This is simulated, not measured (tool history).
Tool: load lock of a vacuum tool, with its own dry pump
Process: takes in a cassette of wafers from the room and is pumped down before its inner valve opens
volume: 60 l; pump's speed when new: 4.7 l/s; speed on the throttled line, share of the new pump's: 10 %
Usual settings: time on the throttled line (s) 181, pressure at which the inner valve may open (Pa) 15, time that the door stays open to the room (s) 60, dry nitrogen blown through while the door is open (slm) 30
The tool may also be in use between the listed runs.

| run | day | time on the throttled line (s) | pressure at which the inner valve may open (Pa) | time that the door stays open to the room (s) | dry nitrogen blown through while the door is open (slm) | incoming humidity of the room's air, % | time from the closed door until the inner valve may open (s) | rise of the pressure with all valves shut (Pa/min) |
|---|---|---|---|---|---|---|---|---|
| 1 | 0 | 181 | 15 | 60 | 30 | 47.7 | 275.5 | 0.008 |
| 2 | 13.304 | 181 | 15 | 60 | 30 | 49.6 | 275 | 0.013 |
| 3 | 20.779 | 181 | 15 | 60 | 30 | 44.3 | 275.5 | 0.009 |
| 4 | 30.675 | 181 | 15 | 60 | 30 | 44.7 | 275.6 | 0.009 |
| 5 | 45.008 | 181 | 15 | 60 | 34 | 45.7 | 276.1 | 0.005 |
| 6 | 63.321 | 181 | 15 | 60 | 6 | 44.1 | 276.9 | 0.019 |
| 7 | 81.146 | 181 | 15 | 60 | 6 | 44.1 | 277.2 | 0.015 |
| 8 | 93.638 | 181 | 15 | 60 | 6 | 47.2 | 277.7 | 0.025 |
| 9 | 103.767 | 181 | 15 | 60 | 6 | 41.9 | 275.2 | 0.022 |
| 10 | 111.883 | 181 | 15 | 60 | 6 | 44 | 274.8 | 0.022 |
| 11 | 129.375 | 181 | 15 | 60 | 6 | 42 | 276.1 | 0.023 |
| 12 | 143.825 | 181 | 22 | 60 | 30 | 40.5 | 270.3 | 0.004 |
| 13 | 158.896 | 181 | 15 | 60 | 30 | 45.7 | 275.6 | 0.014 |
| 14 | 176.271 | 181 | 15 | 60 | 30 | 46 | 275 | 0.01 |
| 15 | 194.321 | 323 | 15 | 60 | 30 | 47.9 | 403.7 | 0.016 |
| 16 | 203.154 | 323 | 15 | 60 | 30 | 47 | 401.9 | 0.012 |
| 17 | 215.7 | 323 | 15 | 60 | 30 | 43.7 | 402.6 | 0.012 |
| 18 | 225.483 | 323 | 15 | 60 | 13 | 44.6 | 403.5 | 0.014 |
| 19 | 235.454 | 248 | 29 | 176 | 13 | 45.1 | 329.9 | 0.021 |
| 20 | 242.917 | 269 | 29 | 92 | 13 | 48.4 | 343.6 | 0.027 |
| 21 | 250.458 | 269 | 10 | 92 | 5 | 43.2 | 362.4 | 0.021 |
| 22 | 259.792 | 181 | 15 | 71 | 33 | 46.6 | 277.7 | 0.006 |
| 23 | 278.329 | 181 | 20 | 55 | 30 | 44.1 | 272.7 | 0.011 |
| 24 | 292.15 | 181 | 15 | 127 | 24 | 42.4 | 277 | 0.015 |
| 25 | 307.712 | 181 | 28 | 56 | 24 | 43.4 | 267.2 | 0.006 |
| 26 | 325.071 | 181 | 29 | 129 | 30 | 44.9 | 266.9 | 0.013 |
| 27 | 343.104 | 291 | 29 | 129 | 30 | 44.2 | 364.3 | 0.016 |
| 28 | 353.146 | 99 | 12 | 57 | 13 | 46.3 | 205.2 | 0.014 |
| 29 | 360.771 | 171 | 20 | 35 | 5 | 44.8 | 263.5 | 0.018 |
| 30 | 372.404 | 171 | 20 | 35 | 5 | 41.9 | 261.8 | 0.016 |
| 31 | 389.633 | 151 | 13 | 60 | 26 | 47.6 | 251.8 | 0.013 |
| 32 | 401.358 | 151 | 13 | 60 | 26 | 43.6 | 253.4 | 0.01 |
| 33 | 413.604 | 98 | 14 | 48 | 26 | 43.7 | 202.1 | 0.016 |
| 34 | 428.188 | 98 | 14 | 48 | 26 | 47.1 | 201 | 0.011 |
|  | 433.262 | dry pump taken out, an overhauled one fitted |
| 35 | 439.533 | 202 | 14 | 48 | 20 | 44.3 | 295 | 0.012 |
| 36 | 455.267 | 97 | 15 | 60 | 30 | 46.9 | 200.4 | 0.012 |

Forecast each of these 3 alternatives for the next run:
| A | 462.833 | 181 | 15 | 60 | 7 | 45.1 | ? | ? |
| B | 462.833 | 126 | 25 | 193 | 30 | 48.2 | ? | ? |
| C | 462.833 | 164 | 22 | 75 | 30 | 48 | ? | ? |

| run | time from the closed door until the inner valve may open (s) | rise of the pressure with all valves shut (Pa/min) |
|---|---|---|
| A | 275.6 | 0.023 |
| B | 221 | 0.023 |
| C | 256 | 0.014 |
Without the tool's hidden state the same runs would have given:
| run | time from the closed door until the inner valve may open (s) | rise of the pressure with all valves shut (Pa/min) |
|---|---|---|
| A | 275.6 | 0.023 |
| B | 221 | 0.023 |
| C | 256 | 0.014 |
